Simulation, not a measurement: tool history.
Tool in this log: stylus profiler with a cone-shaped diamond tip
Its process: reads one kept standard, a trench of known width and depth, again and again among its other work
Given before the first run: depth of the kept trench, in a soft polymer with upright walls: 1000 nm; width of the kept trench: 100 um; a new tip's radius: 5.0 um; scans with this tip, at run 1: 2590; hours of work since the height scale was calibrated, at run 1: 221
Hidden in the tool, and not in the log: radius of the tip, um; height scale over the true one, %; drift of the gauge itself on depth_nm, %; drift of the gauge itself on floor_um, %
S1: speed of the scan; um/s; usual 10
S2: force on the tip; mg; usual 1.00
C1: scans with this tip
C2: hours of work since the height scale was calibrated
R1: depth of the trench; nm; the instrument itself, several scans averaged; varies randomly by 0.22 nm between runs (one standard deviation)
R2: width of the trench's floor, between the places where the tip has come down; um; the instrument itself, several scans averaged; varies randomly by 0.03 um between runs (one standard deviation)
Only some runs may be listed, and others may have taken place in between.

run	hour	S1	S2	C1	C2	R1	R2
1	0.0	10	1.00	2590	221	1004.90	93.60
2	139.4	10	1.00	3856	329	1004.47	93.36
3	235.1	10	1.00	4726	404	1004.14	93.22
4	368.7	10	1.20	5940	507	1004.05	92.97
5	425.0	28	1.00	6451	551	1003.48	92.85
6	535.7	28	1.00	7457	637	1002.77	92.60
7	642.6	28	1.00	8428	720	1002.31	92.50
8	735.5	28	1.00	9272	792	1002.08	92.27
9	798.4	4	1.00	9843	841	1001.71	92.28
10	919.1	4	0.34	10940	934	997.92	92.14
11	994.4	4	0.34	11624	993	997.20	92.03
12	1112.7	32	2.75	12699	1084	1007.43	91.82
13	1195.3	32	2.75	13449	1148	1007.03	91.68
14	1267.1	3	0.35	14101	1204	996.91	91.62
15	1391.9	3	1.06	15235	1301	999.82	91.44
16	1459.3	5	1.75	15847	1353	1002.26	91.40
17	1562.9	7	1.00	16789	1434	998.60	91.25

Alternative continuations, all from the tool just after run 17; predict every row:
A	1678.7	7	1.45	17841	1524	?	?
B	1678.7	3	1.04	17841	1524	?	?
C	1678.7	3	1.00	17841	1524	?	?

run	R1	R2
A	1000.38	91.01
B	998.71	91.07
C	998.81	91.10
The same runs, with their run-to-run variation unchanged, on a tool lacking any hidden condition would have given:
run	R1	R2
A	1008.96	93.91
B	1007.27	93.97
C	1007.37	94.01
